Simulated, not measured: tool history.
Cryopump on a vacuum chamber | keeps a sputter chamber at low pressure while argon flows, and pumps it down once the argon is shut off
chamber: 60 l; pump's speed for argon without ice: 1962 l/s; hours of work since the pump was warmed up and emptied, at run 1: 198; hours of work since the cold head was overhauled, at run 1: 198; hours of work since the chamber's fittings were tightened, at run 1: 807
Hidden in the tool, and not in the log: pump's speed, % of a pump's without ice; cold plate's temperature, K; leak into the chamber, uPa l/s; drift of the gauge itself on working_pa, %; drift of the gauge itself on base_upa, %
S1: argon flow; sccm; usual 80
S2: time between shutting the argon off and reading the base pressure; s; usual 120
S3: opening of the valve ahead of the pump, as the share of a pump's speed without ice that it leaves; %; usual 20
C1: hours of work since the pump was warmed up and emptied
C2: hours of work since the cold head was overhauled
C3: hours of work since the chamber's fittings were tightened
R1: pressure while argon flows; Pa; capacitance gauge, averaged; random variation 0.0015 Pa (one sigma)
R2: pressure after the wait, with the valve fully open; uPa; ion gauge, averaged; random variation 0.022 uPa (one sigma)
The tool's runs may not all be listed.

run	hour	S1	S2	S3	C1	C2	C3	R1	R2
1	0.0	80	120	20	198	198	807	0.3492	1.12
2	18.8	89	120	20	213	213	822	0.3874	1.12
3	58.8	89	120	20	245	245	854	0.3923	1.16
4	97.8	89	120	20	275	275	885	0.3915	1.19
5	133.0	67	120	20	303	303	913	0.2931	1.17
6	155.6	67	120	20	321	321	930	0.2968	1.20
7	175.1	96	120	20	337	337	946	0.4266	1.25
8	210.9	96	120	20	365	365	974	0.4306	1.29
9	229.0	96	120	20	379	379	989	0.4245	1.23
10	264.8	80	120	20	408	408	1017	0.3572	1.30
11	299.4	80	120	20	435	435	1044	0.3580	1.28
12	325.4	80	120	20	456	456	1065	0.3578	1.39
13	343.5	80	120	20	470	470	1079	0.3569	1.33
14	364.4	80	120	20	487	487	1096	0.3594	1.38
15	391.6	80	120	20	508	508	1118	0.3609	1.40
16	420.4	80	120	20	531	531	1140	0.3622	1.40
17	458.4	80	120	20	561	561	1170	0.3614	1.49
18	493.1	80	120	20	589	589	1198	0.3624	1.53
19	530.4	80	120	20	618	618	1228	0.3650	1.50
20	552.5	80	120	20	636	636	1245	0.3649	1.53
21	575.7	64	93	16	654	654	1263	0.3589	1.68
22	607.4	80	82	25	679	679	1289	0.2961	1.84
23	634.4	33	238	39	701	701	1310	0.0821	1.42
24	676.9	33	238	39	734	734	1344	0.0820	1.51
25	711.1	132	120	20	761	761	1371	0.6109	1.73
26	752.8	67	216	20	795	795	1404	0.3103	1.65
27	788.5	50	93	20	823	823	1432	0.2321	1.91
28	810.1	75	34	17	840	840	1449	0.4067	2.87
29	835.1	80	120	22	860	860	1469	0.3441	1.94
30	867.8	59	49	19	886	886	1495	0.2897	2.42
31	886.2	101	294	26	900	900	1509	0.3725	1.79
32	906.9	103	177	28	917	917	1526	0.3583	1.81
33	940.8	80	120	17	944	944	1553	0.4387	2.04
# hour 979.2: pump warmed up, emptied and cooled again
34	984.4	80	196	55	4	974	1583	0.1265	1.39
35	1020.3	80	196	55	33	1003	1612	0.1262	1.38

Some steps in R1 between neighbouring runs. How much of each would the tool show without its hidden state too (settings, what came in, random variation), and how much is left for the hidden state, with any gauge scatter that isn't in both results?
Run 24 -> 25: S1 33 -> 132, S2 238 -> 120, S3 39 -> 20. R1 +0.5289 Pa: hidden state +0.0306, all else +0.4983.
Run 25 -> 26: S1 132 -> 67, S2 120 -> 216. R1 -0.3006 Pa: hidden state -0.0186, all else -0.2820.
Run 33 -> 34: S2 120 -> 196, S3 17 -> 55, pump warmed up, emptied and cooled again. R1 -0.3122 Pa: hidden state -0.0321, all else -0.2801.
